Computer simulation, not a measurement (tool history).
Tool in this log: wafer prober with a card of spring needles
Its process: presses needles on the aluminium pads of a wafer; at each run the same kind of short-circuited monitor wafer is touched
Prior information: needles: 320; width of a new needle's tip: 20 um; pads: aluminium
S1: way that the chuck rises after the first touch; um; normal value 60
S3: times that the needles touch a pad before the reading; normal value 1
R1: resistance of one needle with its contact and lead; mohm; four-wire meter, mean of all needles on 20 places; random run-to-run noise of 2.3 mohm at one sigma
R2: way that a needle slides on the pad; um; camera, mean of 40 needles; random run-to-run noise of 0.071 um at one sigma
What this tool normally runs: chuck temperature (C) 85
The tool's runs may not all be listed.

{"run": 1, "hour": 0.0, "S1": 60, "chuck temperature (C)": 85, "S3": 1, "R1": 281, "R2": 9.82}
{"hour": 0.8, "done": "tips cleaned on abrasive film"}
{"hour": 5.1, "done": "tips cleaned on abrasive film"}
{"run": 2, "hour": 6.5, "S1": 60, "chuck temperature (C)": 85, "S3": 1, "R1": 273, "R2": 9.27}
{"hour": 9.5, "done": "tips cleaned on abrasive film"}
{"hour": 13.7, "done": "tips cleaned on abrasive film"}
{"run": 3, "hour": 13.7, "S1": 60, "chuck temperature (C)": 85, "S3": 1, "R1": 264, "R2": 9.22}
{"hour": 17.8, "done": "tips cleaned on abrasive film"}
{"run": 4, "hour": 20.0, "S1": 60, "chuck temperature (C)": 85, "S3": 1, "R1": 278, "R2": 9.33}
{"hour": 21.5, "done": "tips cleaned on abrasive film, once more"}
{"hour": 23.2, "done": "height of the first contact set anew"}
{"hour": 26.1, "done": "tips cleaned on abrasive film"}
{"run": 5, "hour": 26.9, "S1": 60, "chuck temperature (C)": 85, "S3": 3, "R1": 254, "R2": 10.73}
{"hour": 30.3, "done": "tips cleaned on abrasive film"}
{"run": 6, "hour": 31.3, "S1": 60, "chuck temperature (C)": 41, "S3": 1, "R1": 248, "R2": 10.57}
{"hour": 34.9, "done": "tips cleaned on abrasive film"}
{"run": 7, "hour": 35.8, "S1": 60, "chuck temperature (C)": 116, "S3": 1, "R1": 268, "R2": 10.6}
{"hour": 39.4, "done": "tips cleaned on abrasive film"}
{"run": 8, "hour": 41.7, "S1": 60, "chuck temperature (C)": 85, "S3": 1, "R1": 271, "R2": 10.74}
{"hour": 44.1, "done": "tips cleaned on abrasive film"}
{"hour": 48.2, "done": "tips cleaned on abrasive film"}
{"run": 9, "hour": 48.2, "S1": 60, "chuck temperature (C)": 85, "S3": 1, "R1": 259, "R2": 10.64}
{"hour": 52.3, "done": "tips cleaned on abrasive film"}
{"hour": 56.3, "done": "tips cleaned on abrasive film"}
{"run": 10, "hour": 56.4, "S1": 66, "chuck temperature (C)": 85, "S3": 1, "R1": 257, "R2": 11.61}
{"hour": 60.4, "done": "tips cleaned on abrasive film"}
{"hour": 64.6, "done": "tips cleaned on abrasive film"}
{"run": 11, "hour": 66.1, "S1": 66, "chuck temperature (C)": 85, "S3": 1, "R1": 264, "R2": 11.74}
{"hour": 69.2, "done": "tips cleaned on abrasive film"}
{"run": 12, "hour": 70.6, "S1": 66, "chuck temperature (C)": 85, "S3": 1, "R1": 263, "R2": 11.57}
{"hour": 73.5, "done": "tips cleaned on abrasive film"}
{"hour": 77.6, "done": "tips cleaned on abrasive film"}
{"run": 13, "hour": 80.0, "S1": 66, "chuck temperature (C)": 85, "S3": 1, "R1": 265, "R2": 11.46}
{"hour": 82.4, "done": "tips cleaned on abrasive film"}
{"run": 14, "hour": 85.7, "S1": 66, "chuck temperature (C)": 85, "S3": 1, "R1": 271, "R2": 11.53}
{"hour": 86.5, "done": "tips cleaned on abrasive film"}
{"hour": 90.4, "done": "tips cleaned on abrasive film"}
{"hour": 94.5, "done": "tips cleaned on abrasive film"}
{"run": 15, "hour": 96.1, "S1": 66, "chuck temperature (C)": 85, "S3": 1, "R1": 269, "R2": 11.53}
{"hour": 98.8, "done": "tips cleaned on abrasive film"}
{"hour": 103.1, "done": "tips cleaned on abrasive film"}
{"run": 16, "hour": 105.9, "S1": 66, "chuck temperature (C)": 85, "S3": 1, "R1": 273, "R2": 11.51}
{"hour": 107.1, "done": "tips cleaned on abrasive film"}
{"hour": 111.0, "done": "tips cleaned on abrasive film"}
{"run": 17, "hour": 111.0, "S1": 55, "chuck temperature (C)": 57, "S3": 2, "R1": 252, "R2": 9.52}
{"hour": 115.4, "done": "tips cleaned on abrasive film"}
{"hour": 119.4, "done": "tips cleaned on abrasive film"}
{"run": 18, "hour": 121.0, "S1": 55, "chuck temperature (C)": 57, "S3": 2, "R1": 259, "R2": 9.64}
{"hour": 123.3, "done": "tips cleaned on abrasive film"}
{"run": 19, "hour": 126.4, "S1": 69, "chuck temperature (C)": 77, "S3": 2, "R1": 259, "R2": 12.04}
{"hour": 127.6, "done": "tips cleaned on abrasive film"}
{"hour": 131.5, "done": "tips cleaned on abrasive film"}
{"hour": 135.7, "done": "tips cleaned on abrasive film"}
{"run": 20, "hour": 136.3, "S1": 55, "chuck temperature (C)": 53, "S3": 3, "R1": 254, "R2": 9.46}
{"hour": 140.2, "done": "tips cleaned on abrasive film"}
{"run": 21, "hour": 143.9, "S1": 63, "chuck temperature (C)": 85, "S3": 2, "R1": 270, "R2": 10.9}
{"hour": 144.6, "done": "tips cleaned on abrasive film"}
{"hour": 149.1, "done": "tips cleaned on abrasive film"}
{"run": 22, "hour": 149.6, "S1": 63, "chuck temperature (C)": 85, "S3": 2, "R1": 261, "R2": 10.95}
{"hour": 153.6, "done": "tips cleaned on abrasive film"}
{"run": 23, "hour": 153.9, "S1": 78, "chuck temperature (C)": 85, "S3": 1, "R1": 254, "R2": 13.51}
{"hour": 157.9, "done": "tips cleaned on abrasive film"}
{"run": 24, "hour": 159.0, "S1": 43, "chuck temperature (C)": 119, "S3": 1, "R1": 290, "R2": 7.25}
{"hour": 162.2, "done": "tips cleaned on abrasive film"}
{"hour": 166.6, "done": "tips cleaned on abrasive film"}
{"run": 25, "hour": 169.4, "S1": 43, "chuck temperature (C)": 119, "S3": 1, "R1": 313, "R2": 7.2}
{"hour": 170.9, "done": "tips cleaned on abrasive film"}
{"hour": 175.2, "done": "tips cleaned on abrasive film"}
{"hour": 179.4, "done": "tips cleaned on abrasive film"}
{"run": 26, "hour": 179.4, "S1": 68, "chuck temperature (C)": 41, "S3": 1, "R1": 248, "R2": 11.67}
{"hour": 183.3, "done": "tips cleaned on abrasive film"}
{"run": 27, "hour": 186.1, "S1": 70, "chuck temperature (C)": 43, "S3": 1, "R1": 259, "R2": 12.13}
{"hour": 187.8, "done": "tips cleaned on abrasive film"}
{"hour": 192.0, "done": "tips cleaned on abrasive film"}
{"run": 28, "hour": 192.9, "S1": 71, "chuck temperature (C)": 66, "S3": 2, "R1": 248, "R2": 12.1}
{"hour": 196.4, "done": "tips cleaned on abrasive film"}
{"hour": 200.6, "done": "tips cleaned on abrasive film"}
{"run": 29, "hour": 203.5, "S1": 60, "chuck temperature (C)": 72, "S3": 1, "R1": 278, "R2": 10.19}

Run 30 comes next. What will it give?
{"hour": 205.1, "done": "tips cleaned on abrasive film"}
{"hour": 209.4, "done": "tips cleaned on abrasive film"}
{"run": 30, "hour": 211.2, "S1": 50, "chuck temperature (C)": 42, "S3": 3, "R1": "?", "R2": "?"}

Run 30 measured R1 257 mohm, R2 8.33 um.
The same run, on a tool lacking any hidden state, would have yielded R1 243 mohm, R2 8.79 um.

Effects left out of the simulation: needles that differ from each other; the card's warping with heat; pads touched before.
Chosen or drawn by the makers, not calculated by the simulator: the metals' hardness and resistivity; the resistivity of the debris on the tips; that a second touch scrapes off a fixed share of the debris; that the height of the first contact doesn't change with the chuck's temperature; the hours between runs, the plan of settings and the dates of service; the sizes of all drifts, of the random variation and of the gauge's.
